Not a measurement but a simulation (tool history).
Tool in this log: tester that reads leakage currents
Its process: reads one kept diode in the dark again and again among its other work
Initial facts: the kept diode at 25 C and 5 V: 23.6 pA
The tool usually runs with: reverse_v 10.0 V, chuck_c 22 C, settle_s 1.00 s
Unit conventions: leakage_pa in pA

run,day,reverse_v,chuck_c,settle_s,leakage_pa
1,0.000,10.0,22,1.00,30.22
2,2.112,10.0,22,1.00,30.31
3,3.321,10.0,22,1.00,30.34
4,5.921,7.6,22,1.00,27.05
5,7.546,7.6,22,1.00,27.15
6,10.058,7.6,22,1.00,27.12
7,12.592,7.6,22,0.89,27.47
8,13.762,7.6,22,0.89,27.69
9,15.546,7.6,22,0.89,27.86
10,17.750,10.0,22,5.63,29.15
# day 18.067: chuck's temperature calibrated
11,20.346,10.0,28,1.00,51.31
12,21.629,8.8,31,9.00,58.79
13,23.329,9.5,26,0.57,45.70
14,24.979,1.5,22,1.02,15.71
# day 25.217: chuck's temperature calibrated, once more
15,27.783,7.8,22,1.02,24.95
16,29.896,7.8,22,1.02,25.06
17,31.242,7.8,22,2.07,24.12

Below are 5 alternative next runs, each starting from the tool's condition after run 17. Predict each:
A,33.308,1.1,37,1.73,?
B,33.308,7.6,41,2.07,?
C,33.308,6.2,22,3.00,?
D,33.308,10.0,22,4.61,?
E,33.308,7.8,22,1.23,?

run,leakage_pa
A,34.56
B,95.00
C,21.73
D,26.49
E,24.92
What these runs would have given with no unlogged condition in the tool:
run,leakage_pa
A,33.80
B,92.37
C,20.53
D,24.72
E,23.47

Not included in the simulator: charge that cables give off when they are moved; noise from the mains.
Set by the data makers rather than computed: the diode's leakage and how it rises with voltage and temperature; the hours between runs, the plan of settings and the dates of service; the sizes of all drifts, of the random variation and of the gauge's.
